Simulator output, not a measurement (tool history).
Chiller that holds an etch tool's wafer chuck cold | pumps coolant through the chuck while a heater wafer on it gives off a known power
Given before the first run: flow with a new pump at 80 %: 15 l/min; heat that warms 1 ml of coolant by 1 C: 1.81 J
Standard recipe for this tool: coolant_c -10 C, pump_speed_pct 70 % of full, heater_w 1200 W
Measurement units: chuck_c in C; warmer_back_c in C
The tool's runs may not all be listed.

run	day	coolant_c	pump_speed_pct	heater_w	chuck_c	warmer_back_c
1	0	-10	70	1200	-1.46	3.14
2	2.346	-10	70	1200	-1.66	3.14
3	5.354	-10	70	1200	-1.65	3.14
4	6.896	-10	70	1200	-1.73	3.17
5	9.667	-10	70	1200	-1.43	3.14
6	11.346	-10	70	1129	-2.01	3
# day 11.583: chiller's thermometer calibrated
7	13.992	-18	74	675	-13.24	1.66
8	16.129	-7	70	1478	3.47	3.89
9	17.825	-10	78	1200	-2.22	2.8
10	19.512	-10	78	1200	-2.13	2.82
11	21.596	-10	68	1200	-1.19	3.28
# day 22.012: chiller's thermometer calibrated, once more
12	24.012	-10	68	1200	-1.22	3.29

Here are 3 independent what-if runs from the current tool condition. What would each one return?
A	25.925	-4	90	1511	?	?
B	25.925	-10	68	1538	?	?
C	25.925	-10	99	1682	?	?

run	chuck_c	warmer_back_c
A	4.86	3.01
B	1.27	4.18
C	-0.86	3.03
The same runs, with their run-to-run variation unchanged, on a tool lacking any hidden condition would have given:
run	chuck_c	warmer_back_c
A	4	2.92
B	0.22	4.06
C	-1.75	2.94

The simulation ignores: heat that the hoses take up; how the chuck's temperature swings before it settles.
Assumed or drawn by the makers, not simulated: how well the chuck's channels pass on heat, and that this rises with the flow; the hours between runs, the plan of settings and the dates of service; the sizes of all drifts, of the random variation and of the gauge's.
